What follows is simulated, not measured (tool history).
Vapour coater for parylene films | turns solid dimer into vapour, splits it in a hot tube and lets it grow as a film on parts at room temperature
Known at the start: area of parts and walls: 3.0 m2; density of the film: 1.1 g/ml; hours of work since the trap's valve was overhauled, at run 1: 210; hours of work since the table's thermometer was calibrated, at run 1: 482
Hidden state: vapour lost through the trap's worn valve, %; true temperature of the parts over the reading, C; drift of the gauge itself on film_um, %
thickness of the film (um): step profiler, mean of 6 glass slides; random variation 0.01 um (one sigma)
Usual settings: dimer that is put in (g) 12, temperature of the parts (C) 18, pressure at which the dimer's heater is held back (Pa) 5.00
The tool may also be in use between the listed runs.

| run | day | dimer that is put in (g) | temperature of the parts (C) | pressure at which the dimer's heater is held back (Pa) | hours of work since the trap's valve was overhauled | hours of work since the table's thermometer was calibrated | thickness of the film (um) |
|---|---|---|---|---|---|---|---|
| 1 | 0.000 | 12 | 18 | 5.00 | 210 | 482 | 1.71 |
|  | 2.254 | trap's valve overhauled |
| 2 | 2.317 | 12 | 18 | 5.00 | 1 | 526 | 1.78 |
| 3 | 3.708 | 12 | 23 | 5.00 | 30 | 555 | 1.45 |
| 4 | 4.667 | 12 | 23 | 5.00 | 50 | 575 | 1.44 |
| 5 | 6.208 | 12 | 23 | 5.00 | 82 | 607 | 1.43 |
| 6 | 7.821 | 6 | 18 | 5.00 | 115 | 640 | 0.88 |
| 7 | 9.904 | 6 | 18 | 5.00 | 158 | 683 | 0.86 |
| 8 | 11.333 | 12 | 18 | 5.00 | 188 | 713 | 1.72 |
| 9 | 12.262 | 12 | 18 | 5.00 | 207 | 732 | 1.72 |
| 10 | 13.175 | 5 | 18 | 5.00 | 226 | 751 | 0.72 |
| 11 | 14.258 | 5 | 18 | 5.00 | 248 | 773 | 0.71 |
|  | 14.800 | trap's valve overhauled |
| 12 | 16.592 | 12 | 18 | 5.00 | 37 | 818 | 1.78 |
| 13 | 18.821 | 12 | 18 | 5.00 | 83 | 864 | 1.77 |
| 14 | 20.658 | 12 | 18 | 5.00 | 121 | 902 | 1.73 |
| 15 | 21.671 | 12 | 18 | 5.00 | 142 | 923 | 1.75 |
| 16 | 22.950 | 12 | 18 | 5.00 | 169 | 949 | 1.74 |
| 17 | 24.625 | 12 | 18 | 5.00 | 203 | 984 | 1.72 |
| 18 | 25.692 | 12 | 18 | 5.00 | 225 | 1006 | 1.70 |
| 19 | 26.833 | 12 | 18 | 5.00 | 249 | 1030 | 1.71 |
|  | 27.200 | trap's valve overhauled |
| 20 | 28.071 | 12 | 18 | 5.00 | 18 | 1052 | 1.78 |
| 21 | 29.096 | 12 | 18 | 2.83 | 39 | 1073 | 2.00 |
| 22 | 30.004 | 12 | 18 | 2.83 | 58 | 1092 | 1.97 |
| 23 | 31.588 | 12 | 18 | 2.69 | 91 | 1124 | 1.99 |
| 24 | 32.492 | 12 | 18 | 2.69 | 109 | 1143 | 1.98 |
| 25 | 34.717 | 16 | 18 | 2.62 | 155 | 1189 | 2.64 |
| 26 | 35.954 | 10 | 23 | 11.95 | 181 | 1215 | 0.98 |
| 27 | 37.750 | 10 | 23 | 11.95 | 218 | 1252 | 0.97 |
| 28 | 38.650 | 12 | 11 | 5.00 | 237 | 1270 | 2.28 |
|  | 39.592 | trap's valve overhauled |
| 29 | 40.904 | 5 | 17 | 4.09 | 27 | 1313 | 0.83 |
| 30 | 42.000 | 5 | 19 | 4.09 | 50 | 1336 | 0.76 |
| 31 | 43.167 | 6 | 11 | 4.09 | 74 | 1360 | 1.22 |
| 32 | 44.842 | 6 | 11 | 4.09 | 109 | 1395 | 1.22 |
| 33 | 46.592 | 6 | 20 | 4.09 | 145 | 1431 | 0.84 |
| 34 | 47.875 | 5 | 18 | 2.28 | 171 | 1458 | 0.84 |
| 35 | 49.842 | 7 | 18 | 10.06 | 212 | 1498 | 0.88 |
| 36 | 51.417 | 7 | 18 | 10.06 | 244 | 1531 | 0.86 |
|  | 52.038 | trap's valve overhauled |
| 37 | 52.750 | 7 | 18 | 10.06 | 15 | 1555 | 0.91 |
| 38 | 54.454 | 7 | 18 | 10.06 | 50 | 1590 | 0.89 |
| 39 | 56.338 | 5 | 13 | 9.11 | 89 | 1629 | 0.80 |
| 40 | 58.288 | 5 | 13 | 9.11 | 129 | 1669 | 0.78 |
| 41 | 59.458 | 15 | 13 | 9.11 | 153 | 1694 | 2.38 |
| 42 | 61.171 | 15 | 13 | 9.11 | 189 | 1729 | 2.36 |
| 43 | 62.288 | 15 | 13 | 9.11 | 212 | 1752 | 2.35 |
|  | 64.471 | trap's valve overhauled |
| 44 | 64.675 | 15 | 13 | 9.11 | 4 | 1798 | 2.48 |
| 45 | 66.479 | 15 | 13 | 9.11 | 42 | 1835 | 2.43 |
| 46 | 68.517 | 15 | 13 | 9.11 | 84 | 1877 | 2.43 |
| 47 | 69.567 | 6 | 16 | 4.22 | 105 | 1899 | 0.98 |

Measured less the same run without the tool's hidden state. The same run-to-run variation is in both; the gauge's scatter may not be:
| run | thickness of the film (um) |
|---|---|
| 1 | -0.07 |
| 2 | +0.01 |
| 3 | +0.00 |
| 4 | +0.00 |
| 5 | -0.02 |
| 6 | -0.02 |
| 7 | -0.02 |
| 8 | -0.06 |
| 9 | -0.07 |
| 10 | -0.03 |
| 11 | -0.04 |
| 12 | -0.01 |
| 13 | -0.02 |
| 14 | -0.03 |
| 15 | -0.04 |
| 16 | -0.05 |
| 17 | -0.07 |
| 18 | -0.07 |
| 19 | -0.08 |
| 20 | +0.01 |
| 21 | +0.00 |
| 22 | -0.01 |
| 23 | -0.02 |
| 24 | -0.03 |
| 25 | -0.05 |
| 26 | -0.02 |
| 27 | -0.04 |
| 28 | -0.09 |
| 29 | +0.01 |
| 30 | +0.00 |
| 31 | -0.01 |
| 32 | -0.01 |
| 33 | -0.02 |
| 34 | -0.02 |
| 35 | -0.03 |
| 36 | -0.04 |
| 37 | +0.01 |
| 38 | +0.00 |
| 39 | -0.01 |
| 40 | -0.01 |
| 41 | -0.04 |
| 42 | -0.06 |
| 43 | -0.08 |
| 44 | +0.03 |
| 45 | +0.02 |
| 46 | -0.01 |
| 47 | -0.01 |

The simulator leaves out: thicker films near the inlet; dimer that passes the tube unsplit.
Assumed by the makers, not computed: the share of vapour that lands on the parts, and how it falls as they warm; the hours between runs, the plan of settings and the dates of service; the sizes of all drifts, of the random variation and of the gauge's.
